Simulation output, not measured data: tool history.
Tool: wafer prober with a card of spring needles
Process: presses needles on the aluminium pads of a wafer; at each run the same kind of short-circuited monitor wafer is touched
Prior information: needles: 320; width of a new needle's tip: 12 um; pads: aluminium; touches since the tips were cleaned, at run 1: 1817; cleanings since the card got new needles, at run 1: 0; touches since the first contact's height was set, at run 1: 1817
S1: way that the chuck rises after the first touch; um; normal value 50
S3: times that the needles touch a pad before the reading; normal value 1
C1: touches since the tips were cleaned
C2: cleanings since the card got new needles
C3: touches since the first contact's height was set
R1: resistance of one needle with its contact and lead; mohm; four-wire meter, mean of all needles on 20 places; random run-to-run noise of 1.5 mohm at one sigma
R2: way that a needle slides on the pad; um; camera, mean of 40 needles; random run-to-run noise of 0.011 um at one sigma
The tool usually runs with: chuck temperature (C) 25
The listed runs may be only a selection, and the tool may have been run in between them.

run 1 hour=0 | S1=50 chuck_temperature_(C)=25 S3=1 | C1=1817 C2=0 C3=1817 | R1=167 R2=7.68
run 2 hour=4.9 | S1=50 chuck_temperature_(C)=55 S3=1 | C1=4681 C2=0 C3=4681 | R1=189 R2=7.66
run 3 hour=12.1 | S1=50 chuck_temperature_(C)=55 S3=1 | C1=8857 C2=0 C3=8857 | R1=199 R2=7.68
-- hour=12.9 tips cleaned on abrasive film
run 4 hour=23.1 | S1=50 chuck_temperature_(C)=55 S3=1 | C1=5954 C2=1 C3=15234 | R1=204 R2=7.69
-- hour=28.5 tips cleaned on abrasive film
run 5 hour=32.4 | S1=50 chuck_temperature_(C)=25 S3=1 | C1=2261 C2=2 C3=20593 | R1=177 R2=7.66
run 6 hour=42.8 | S1=50 chuck_temperature_(C)=25 S3=1 | C1=8345 C2=2 C3=26677 | R1=198 R2=7.68
-- hour=44.4 tips cleaned on abrasive film
run 7 hour=54.2 | S1=50 chuck_temperature_(C)=25 S3=1 | C1=5693 C2=3 C3=33242 | R1=191 R2=7.65
-- hour=60.3 tips cleaned on abrasive film
run 8 hour=60.3 | S1=50 chuck_temperature_(C)=25 S3=1 | C1=0 C2=4 C3=36717 | R1=152 R2=7.65
-- hour=64.2 tips cleaned on abrasive film, once more
run 9 hour=67.5 | S1=50 chuck_temperature_(C)=25 S3=1 | C1=1903 C2=5 C3=40878 | R1=178 R2=7.63
run 10 hour=79.6 | S1=50 chuck_temperature_(C)=46 S3=3 | C1=8970 C2=5 C3=47945 | R1=170 R2=7.63
-- hour=80.3 tips cleaned on abrasive film
run 11 hour=87.9 | S1=62 chuck_temperature_(C)=25 S3=2 | C1=4415 C2=6 C3=52723 | R1=164 R2=9.44
run 12 hour=93.2 | S1=51 chuck_temperature_(C)=44 S3=1 | C1=7482 C2=6 C3=55790 | R1=197 R2=7.76
-- hour=96.2 tips cleaned on abrasive film
run 13 hour=102.4 | S1=51 chuck_temperature_(C)=44 S3=1 | C1=3613 C2=7 C3=61134 | R1=184 R2=7.75

Run 14 has not been measured yet. What should we expect?
run 14 hour=108.4 | S1=50 chuck_temperature_(C)=37 S3=1 | C1=7107 C2=7 C3=64628 | R1=? R2=?

{"run 14": {"R1": 199, "R2": 7.59}}
Minus the tool's unlogged condition, the same run would have read R1 150 mohm, R2 7.68 um.

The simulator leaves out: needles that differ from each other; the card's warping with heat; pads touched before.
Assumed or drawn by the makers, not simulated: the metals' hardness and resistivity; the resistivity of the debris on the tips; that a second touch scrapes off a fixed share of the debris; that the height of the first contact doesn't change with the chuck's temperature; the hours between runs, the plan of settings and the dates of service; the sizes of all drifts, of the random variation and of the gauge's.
